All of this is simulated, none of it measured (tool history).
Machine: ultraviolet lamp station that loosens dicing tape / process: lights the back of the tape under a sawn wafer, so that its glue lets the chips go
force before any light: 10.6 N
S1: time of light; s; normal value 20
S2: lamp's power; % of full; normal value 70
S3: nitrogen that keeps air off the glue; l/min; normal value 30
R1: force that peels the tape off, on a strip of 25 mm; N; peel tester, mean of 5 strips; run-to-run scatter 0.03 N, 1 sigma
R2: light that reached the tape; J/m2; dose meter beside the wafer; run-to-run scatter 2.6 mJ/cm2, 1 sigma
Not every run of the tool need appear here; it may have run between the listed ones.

Run 1, hour 0: usual settings. Result: R1 1.814 N, R2 2910 J/m2.
Run 2, hour 15.3: usual settings. Result: R1 1.814 N, R2 2910 J/m2.
Run 3, hour 36: usual settings. Result: R1 1.891 N, R2 2900 J/m2.
Run 4, hour 52.6: usual settings. Result: R1 1.823 N, R2 2930 J/m2.
Run 5, hour 65.7: usual settings. Result: R1 1.909 N, R2 2900 J/m2.
Run 6, hour 93.5: usual settings. Result: R1 1.877 N, R2 2840 J/m2.
Run 7, hour 105.1: usual settings. Result: R1 1.86 N, R2 2900 J/m2.
Run 8, hour 122: usual settings. Result: R1 1.981 N, R2 2820 J/m2.
Run 9, hour 140.5: usual settings. Result: R1 1.916 N, R2 2850 J/m2.
Run 10, hour 163.3: usual settings. Result: R1 2.053 N, R2 2800 J/m2.
Run 11, hour 175.2: usual settings. Result: R1 1.976 N, R2 2840 J/m2.
Run 12, hour 198.1: usual settings but S2 76 % of full, S3 12 l/min. Result: R1 2.587 N, R2 3020 J/m2.
Run 13, hour 216.6: usual settings but S1 27 s, S2 81 % of full, S3 14 l/min. Result: R1 1.357 N, R2 4310 J/m2.
Run 14, hour 241.1: usual settings but S2 61 % of full. Result: R1 2.44 N, R2 2410 J/m2.
Run 15, hour 256.7: usual settings but S1 31 s, S2 90 % of full, S3 36 l/min. Result: R1 0.44 N, R2 5530 J/m2.
Run 16, hour 272.2: usual settings but S1 31 s, S2 90 % of full, S3 36 l/min. Result: R1 0.459 N, R2 5450 J/m2.
Run 17, hour 295.3: usual settings but S1 15 s. Result: R1 3.241 N, R2 2050 J/m2.
Run 18, hour 313: usual settings but S1 14 s, S3 12 l/min. Result: R1 4.301 N, R2 1860 J/m2.
At hour 320.3: window cleaned of glue's vapour.
Run 19, hour 336.3: usual settings but S1 14 s, S3 12 l/min. Result: R1 4.071 N, R2 2000 J/m2.
Run 20, hour 363.1: usual settings but S1 14 s, S2 66 % of full, S3 12 l/min. Result: R1 4.334 N, R2 1860 J/m2.
Run 21, hour 376: usual settings but S1 14 s, S2 66 % of full, S3 12 l/min. Result: R1 4.412 N, R2 1870 J/m2.
Run 22, hour 391.7: usual settings but S1 14 s, S2 66 % of full, S3 12 l/min. Result: R1 4.384 N, R2 1890 J/m2.

Here are 3 independent what-if runs from the current tool condition. What would each one return?
Run A, hour 405.2: usual settings but S1 19 s, S3 59 l/min. Result: R1 ?, R2 ?.
Run B, hour 405.2: usual settings but S1 14 s, S2 98 % of full, S3 29 l/min. Result: R1 ?, R2 ?.
Run C, hour 405.2: usual settings but S1 36 s, S2 98 % of full, S3 28 l/min. Result: R1 ?, R2 ?.

run     R1    R2
  A  1.763  2660
  B  2.076  2760
  C  0.259  7070
Stripped of hidden state, with their random variation kept, the same runs would have yielded:
run     R1    R2
  A  1.326  3100
  B  1.601  3230
  C  0.191  8250
